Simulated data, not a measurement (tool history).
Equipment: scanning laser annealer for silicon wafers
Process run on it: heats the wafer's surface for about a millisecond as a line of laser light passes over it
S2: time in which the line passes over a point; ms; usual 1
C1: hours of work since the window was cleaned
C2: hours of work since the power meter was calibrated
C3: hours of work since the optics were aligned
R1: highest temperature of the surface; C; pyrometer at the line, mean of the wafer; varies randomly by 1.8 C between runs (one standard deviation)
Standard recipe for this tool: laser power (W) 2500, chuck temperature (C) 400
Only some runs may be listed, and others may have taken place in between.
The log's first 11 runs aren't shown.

run 12 day=15.304 | laser_power_(W)=2500 S2=1 chuck_temperature_(C)=400 | C1=416 C2=1292 C3=112 | R1=1099
run 13 day=16.454 | laser_power_(W)=2500 S2=1 chuck_temperature_(C)=400 | C1=432 C2=1308 C3=127 | R1=1100
run 14 day=17.788 | laser_power_(W)=2500 S2=1 chuck_temperature_(C)=400 | C1=449 C2=1325 C3=145 | R1=1097
run 15 day=19.146 | laser_power_(W)=2500 S2=1 chuck_temperature_(C)=400 | C1=467 C2=1343 C3=163 | R1=1099
run 16 day=20.912 | laser_power_(W)=2500 S2=1 chuck_temperature_(C)=400 | C1=491 C2=1367 C3=186 | R1=1095
run 17 day=22.029 | laser_power_(W)=2500 S2=1 chuck_temperature_(C)=400 | C1=506 C2=1382 C3=201 | R1=1094
run 18 day=23.796 | laser_power_(W)=2202 S2=1 chuck_temperature_(C)=400 | C1=529 C2=1405 C3=224 | R1=1020
run 19 day=25.721 | laser_power_(W)=2202 S2=1 chuck_temperature_(C)=400 | C1=555 C2=1431 C3=250 | R1=1015
run 20 day=26.8 | laser_power_(W)=2500 S2=1 chuck_temperature_(C)=400 | C1=569 C2=1445 C3=264 | R1=1093
run 21 day=28.771 | laser_power_(W)=2500 S2=1 chuck_temperature_(C)=400 | C1=595 C2=1471 C3=291 | R1=1091

What will run 22 give?
run 22 day=30.229 | laser_power_(W)=2429 S2=1 chuck_temperature_(C)=386 | C1=615 C2=1491 C3=310 | R1=?

Run 22 produced R1 1060 C.
Were there no unlogged condition in the tool, this run, its random variation unchanged, would have produced R1 1085 C.
